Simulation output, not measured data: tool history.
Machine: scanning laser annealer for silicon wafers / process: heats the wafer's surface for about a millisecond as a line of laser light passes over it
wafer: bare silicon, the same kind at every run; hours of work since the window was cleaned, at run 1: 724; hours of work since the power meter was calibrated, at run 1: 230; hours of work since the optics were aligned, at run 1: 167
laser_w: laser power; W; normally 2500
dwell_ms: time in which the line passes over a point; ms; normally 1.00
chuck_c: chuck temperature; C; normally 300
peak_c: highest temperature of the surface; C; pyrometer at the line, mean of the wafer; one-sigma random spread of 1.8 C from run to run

run	day	laser_w	dwell_ms	chuck_c	hours of work since the window was cleaned	hours of work since the power meter was calibrated	hours of work since the optics were aligned	peak_c
1	0.000	2500	1.00	300	724	230	167	997
2	0.283	2500	1.00	266	728	235	171	961
3	0.738	2500	1.00	266	735	241	178	962
4	1.275	2500	1.00	266	743	250	186	961
5	1.904	2500	1.00	266	752	259	196	960
6	2.517	2140	1.00	300	762	268	205	895
7	2.900	2140	0.72	265	767	274	211	761
8	3.450	2140	0.72	265	776	282	219	761
9	3.758	2619	0.71	294	780	287	224	893
10	4.175	2586	1.00	268	787	293	230	982
11	4.725	2586	0.83	268	795	301	238	914

Predict each of these 4 candidate next runs independently; none follows another, all start after run 11:
A	5.292	2528	1.00	311	803	310	247	?
B	5.292	2500	0.75	300	803	310	247	?
C	5.292	2363	0.83	268	803	310	247	?
D	5.292	2249	0.80	284	803	310	247	?

run	peak_c
A	1013
B	889
C	857
D	837
What these runs would have given with no unlogged condition in the tool:
run	peak_c
A	1056
B	925
C	894
D	870
